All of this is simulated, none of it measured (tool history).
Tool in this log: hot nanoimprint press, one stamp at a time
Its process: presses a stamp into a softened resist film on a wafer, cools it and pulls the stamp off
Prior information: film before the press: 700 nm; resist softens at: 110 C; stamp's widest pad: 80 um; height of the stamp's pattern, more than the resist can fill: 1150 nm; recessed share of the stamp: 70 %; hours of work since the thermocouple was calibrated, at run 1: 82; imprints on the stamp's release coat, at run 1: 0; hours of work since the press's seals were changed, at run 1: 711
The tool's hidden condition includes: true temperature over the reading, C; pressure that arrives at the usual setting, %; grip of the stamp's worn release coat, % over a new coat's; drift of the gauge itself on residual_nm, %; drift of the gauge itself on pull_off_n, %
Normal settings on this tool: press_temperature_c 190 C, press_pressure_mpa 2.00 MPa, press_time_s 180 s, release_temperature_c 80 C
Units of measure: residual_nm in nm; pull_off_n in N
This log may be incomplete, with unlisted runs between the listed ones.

run   hour  press_temperature_c  press_pressure_mpa  press_time_s  release_temperature_c  hours of work since the thermocouple was calibrated  imprints on the stamp's release coat  hours of work since the press's seals were changed  residual_nm  pull_off_n
  1    0.0                  190                2.00           180                     80                                                   82                                     0                                                 711        287.0       165.0
  2   40.8                  190                2.00           180                     80                                                  110                                   171                                                 739        287.4       169.0
  3   66.7                  190                2.00           180                     80                                                  127                                   280                                                 756        286.7       169.1
  4   91.7                  190                2.00           180                     80                                                  144                                   385                                                 773        286.2       171.2
  5  130.9                  190                2.00           180                     80                                                  170                                   550                                                 800        286.2       172.0
  6  164.7                  190                2.00           180                     80                                                  193                                   693                                                 822        285.4       172.4
  7  194.2                  190                2.00           180                     80                                                  213                                   817                                                 842        285.1       174.8
     221.3  -- stamp cleaned and given a new release coat
  8  228.1                  190                2.00           180                     80                                                  232                                    29                                                 861        285.6       164.9
  9  271.8                  190                2.00           180                     80                                                  261                                   213                                                 890        284.2       166.5
     295.1  -- press's hydraulic seals changed and the load cell set to zero
     328.0  -- plate thermocouple calibrated
 10  338.5                  190                2.00           180                     80                                                    7                                   447                                                  27        284.3       171.3
 11  381.6                  190                2.00           180                     80                                                   36                                   628                                                  56        284.7       172.6
 12  435.9                  190                1.60           268                     86                                                   73                                   857                                                  93        270.3       163.8
     456.1  -- stamp cleaned and given a new release coat
 13  478.9                  190                1.60           268                     86                                                   98                                    96                                                 118        268.7       156.6
 14  535.8                  190                2.46            92                     86                                                  136                                   336                                                 156        331.6       160.8
 15  597.9                  190                2.00           179                     77                                                  178                                   597                                                 198        283.7       177.0
 16  625.6                  192                1.59           180                     80                                                  196                                   713                                                 217        288.0       174.2
     676.6  -- stamp cleaned and given a new release coat
 17  677.1                  192                1.59           180                     80                                                  227                                     2                                                 247        287.9       165.5
 18  703.6                  192                1.59           180                     80                                                  245                                   113                                                 265        287.0       164.3
 19  762.6                  192                1.59           180                     80                                                  285                                   361                                                 305        286.5       168.1
     780.5  -- plate thermocouple calibrated
 20  826.7                  190                1.24           180                     80                                                   31                                   618                                                 346        351.7       172.6
 21  882.0                  190                1.24           180                     80                                                   68                                   851                                                 383        351.2       175.4
     901.4  -- stamp cleaned and given a new release coat
 22  949.1                  190                1.24           180                     80                                                  109                                   201                                                 424        350.8       167.6

Each row is a separate what-if for the run after 22, all from the same tool condition, not one after another. Results?
  A  1010.2                  190                1.35           234                     80                                                  151                                   458                                                 465            ?           ?
  B  1010.2                  189                2.65           158                     80                                                  151                                   458                                                 465            ?           ?
  C  1010.2                  199                2.00           103                     80                                                  151                                   458                                                 465            ?           ?
  D  1010.2                  194                1.24           136                     76                                                  151                                   458                                                 465            ?           ?

run  residual_nm  pull_off_n
  A        305.6       170.2
  B        272.6       170.8
  C        241.5       169.7
  D        330.7       178.9
Had the tool no hidden state, the same runs would have come out as:
run  residual_nm  pull_off_n
  A        308.5       165.6
  B        273.4       166.1
  C        242.5       165.1
  D        333.6       174.0
